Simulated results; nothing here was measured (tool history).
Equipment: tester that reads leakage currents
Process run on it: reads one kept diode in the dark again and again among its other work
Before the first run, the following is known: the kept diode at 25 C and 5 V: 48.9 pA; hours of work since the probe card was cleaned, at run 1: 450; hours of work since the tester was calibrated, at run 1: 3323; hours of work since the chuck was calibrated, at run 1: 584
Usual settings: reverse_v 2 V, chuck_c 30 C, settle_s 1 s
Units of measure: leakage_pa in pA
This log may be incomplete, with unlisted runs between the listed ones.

run,hour,reverse_v,chuck_c,settle_s,hours of work since the probe card was cleaned,hours of work since the tester was calibrated,hours of work since the chuck was calibrated,leakage_pa
1,0,2,30,1,450,3323,584,54.09
2,142,2,30,1,557,3430,691,54.36
3,252.3,2,30,1,640,3513,774,54.09
4,339.7,2,30,1,706,3579,839,54.54
5,485.5,2,30,1,815,3688,949,54.95
6,641,2,30,1,932,3805,1066,55.15
7,733.1,2.56,30,1,1001,3874,1135,61.13
8,863.6,2.56,30,1,1099,3972,1233,61.33
9,996.2,1.24,58,1,1199,4072,1333,338.72
# hour 1005.2: chuck's temperature calibrated
10,1078,18.56,27,1,1259,4132,55,118.96
11,1218.5,3.96,35,6.85,1365,4238,160,107.68
12,1362.7,3.96,51,6.85,1473,4346,269,336.83
# hour 1470.6: tester calibrated
13,1506.6,1.72,23,0.65,1580,27,375,33.64

For some of the steps in leakage_pa from one run to the next: how much would appear even if the tool had no hidden state, given the settings, what came in and random variation, and how much remains for the hidden state plus any gauge scatter that the measured result and the result without hidden state don't share?
Hidden conditions of the tool in this case: stray current of the dirty probe card, pA a volt; current scale over the true one, %; true chuck temperature over the reading, C; drift of the gauge itself on leakage_pa, %.
Run 12 -> 13: reverse_v 3.96 -> 1.72, chuck_c 51 -> 23, settle_s 6.85 -> 0.65, tester calibrated. leakage_pa -303.19 pA: hidden state -15.2, all else -287.99.
